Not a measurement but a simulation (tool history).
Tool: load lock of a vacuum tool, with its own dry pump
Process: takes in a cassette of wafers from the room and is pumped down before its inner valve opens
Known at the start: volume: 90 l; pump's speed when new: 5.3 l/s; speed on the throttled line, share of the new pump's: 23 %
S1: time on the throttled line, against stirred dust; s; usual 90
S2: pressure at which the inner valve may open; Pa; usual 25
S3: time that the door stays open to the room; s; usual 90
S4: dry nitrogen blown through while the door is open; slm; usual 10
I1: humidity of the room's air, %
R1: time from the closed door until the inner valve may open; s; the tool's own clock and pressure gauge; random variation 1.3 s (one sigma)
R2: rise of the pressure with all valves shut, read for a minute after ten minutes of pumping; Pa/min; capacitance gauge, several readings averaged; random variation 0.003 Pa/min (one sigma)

{"run": 1, "hour": 0.0, "S1": 90, "S2": 25, "S3": 90, "S4": 10, "I1": 43.3, "R1": 217.3, "R2": 0.018}
{"run": 2, "hour": 89.0, "S1": 90, "S2": 25, "S3": 90, "S4": 10, "I1": 43.1, "R1": 216.8, "R2": 0.022}
{"run": 3, "hour": 130.7, "S1": 90, "S2": 25, "S3": 90, "S4": 10, "I1": 44.0, "R1": 219.5, "R2": 0.021}
{"run": 4, "hour": 185.6, "S1": 90, "S2": 25, "S3": 90, "S4": 10, "I1": 45.8, "R1": 215.6, "R2": 0.027}
{"run": 5, "hour": 257.7, "S1": 130, "S2": 25, "S3": 90, "S4": 10, "I1": 43.6, "R1": 247.7, "R2": 0.025}
{"run": 6, "hour": 329.9, "S1": 130, "S2": 25, "S3": 90, "S4": 10, "I1": 43.6, "R1": 249.4, "R2": 0.025}
{"run": 7, "hour": 370.3, "S1": 130, "S2": 25, "S3": 90, "S4": 10, "I1": 44.2, "R1": 251.2, "R2": 0.026}
{"run": 8, "hour": 451.1, "S1": 130, "S2": 25, "S3": 90, "S4": 10, "I1": 46.7, "R1": 248.8, "R2": 0.026}
{"run": 9, "hour": 502.1, "S1": 90, "S2": 25, "S3": 90, "S4": 12, "I1": 45.5, "R1": 218.0, "R2": 0.022}
{"run": 10, "hour": 564.3, "S1": 90, "S2": 25, "S3": 90, "S4": 12, "I1": 44.6, "R1": 217.9, "R2": 0.026}
{"run": 11, "hour": 633.8, "S1": 90, "S2": 25, "S3": 90, "S4": 10, "I1": 45.0, "R1": 217.6, "R2": 0.027}
{"run": 12, "hour": 685.8, "S1": 90, "S2": 25, "S3": 90, "S4": 10, "I1": 44.5, "R1": 218.4, "R2": 0.025}
{"run": 13, "hour": 727.7, "S1": 90, "S2": 25, "S3": 90, "S4": 10, "I1": 43.4, "R1": 216.4, "R2": 0.024}
{"run": 14, "hour": 784.6, "S1": 90, "S2": 25, "S3": 90, "S4": 4, "I1": 44.0, "R1": 218.5, "R2": 0.03}
{"run": 15, "hour": 834.4, "S1": 90, "S2": 25, "S3": 90, "S4": 4, "I1": 46.0, "R1": 219.3, "R2": 0.038}
{"run": 16, "hour": 906.3, "S1": 121, "S2": 25, "S3": 90, "S4": 4, "I1": 44.6, "R1": 242.2, "R2": 0.037}
{"run": 17, "hour": 957.5, "S1": 121, "S2": 25, "S3": 90, "S4": 4, "I1": 44.7, "R1": 242.9, "R2": 0.033}
{"run": 18, "hour": 1011.5, "S1": 121, "S2": 25, "S3": 90, "S4": 4, "I1": 44.8, "R1": 242.7, "R2": 0.035}
{"run": 19, "hour": 1069.3, "S1": 121, "S2": 25, "S3": 90, "S4": 4, "I1": 46.4, "R1": 240.0, "R2": 0.044}
{"run": 20, "hour": 1115.1, "S1": 121, "S2": 25, "S3": 41, "S4": 6, "I1": 47.2, "R1": 240.0, "R2": 0.025}
{"run": 21, "hour": 1151.6, "S1": 121, "S2": 41, "S3": 41, "S4": 9, "I1": 44.3, "R1": 233.6, "R2": 0.027}
{"run": 22, "hour": 1209.6, "S1": 58, "S2": 41, "S3": 41, "S4": 17, "I1": 43.9, "R1": 185.5, "R2": 0.027}
{"run": 23, "hour": 1293.3, "S1": 58, "S2": 22, "S3": 30, "S4": 17, "I1": 44.0, "R1": 197.7, "R2": 0.021}
{"run": 24, "hour": 1376.9, "S1": 58, "S2": 22, "S3": 30, "S4": 17, "I1": 44.6, "R1": 196.1, "R2": 0.024}
{"run": 25, "hour": 1442.4, "S1": 58, "S2": 22, "S3": 30, "S4": 17, "I1": 47.7, "R1": 197.5, "R2": 0.022}
{"run": 26, "hour": 1507.3, "S1": 58, "S2": 41, "S3": 44, "S4": 40, "I1": 46.8, "R1": 185.7, "R2": 0.02}
{"run": 27, "hour": 1582.2, "S1": 58, "S2": 41, "S3": 63, "S4": 13, "I1": 44.8, "R1": 185.6, "R2": 0.033}
{"run": 28, "hour": 1663.6, "S1": 174, "S2": 41, "S3": 113, "S4": 25, "I1": 47.7, "R1": 272.8, "R2": 0.032}
{"run": 29, "hour": 1743.9, "S1": 150, "S2": 33, "S3": 113, "S4": 25, "I1": 45.5, "R1": 257.7, "R2": 0.033}
{"run": 30, "hour": 1815.8, "S1": 90, "S2": 25, "S3": 40, "S4": 10, "I1": 47.1, "R1": 220.1, "R2": 0.034}
{"run": 31, "hour": 1897.5, "S1": 90, "S2": 25, "S3": 70, "S4": 10, "I1": 46.2, "R1": 220.7, "R2": 0.034}
{"run": 32, "hour": 1979.0, "S1": 59, "S2": 29, "S3": 70, "S4": 14, "I1": 42.9, "R1": 191.7, "R2": 0.034}
{"run": 33, "hour": 2017.5, "S1": 71, "S2": 20, "S3": 133, "S4": 32, "I1": 43.6, "R1": 211.7, "R2": 0.027}
{"run": 34, "hour": 2062.0, "S1": 71, "S2": 20, "S3": 133, "S4": 32, "I1": 46.5, "R1": 209.5, "R2": 0.034}
{"run": 35, "hour": 2098.7, "S1": 66, "S2": 25, "S3": 90, "S4": 10, "I1": 46.4, "R1": 201.0, "R2": 0.038}

Run 36 comes next. What will it give?
{"run": 36, "hour": 2179.2, "S1": 66, "S2": 25, "S3": 90, "S4": 21, "I1": 43.3, "R1": "?", "R2": "?"}

Run 36 gave R1 200.7 s, R2 0.039 Pa/min.
Without the tool's hidden state the same run would have given R1 190.6 s, R2 0.017 Pa/min.
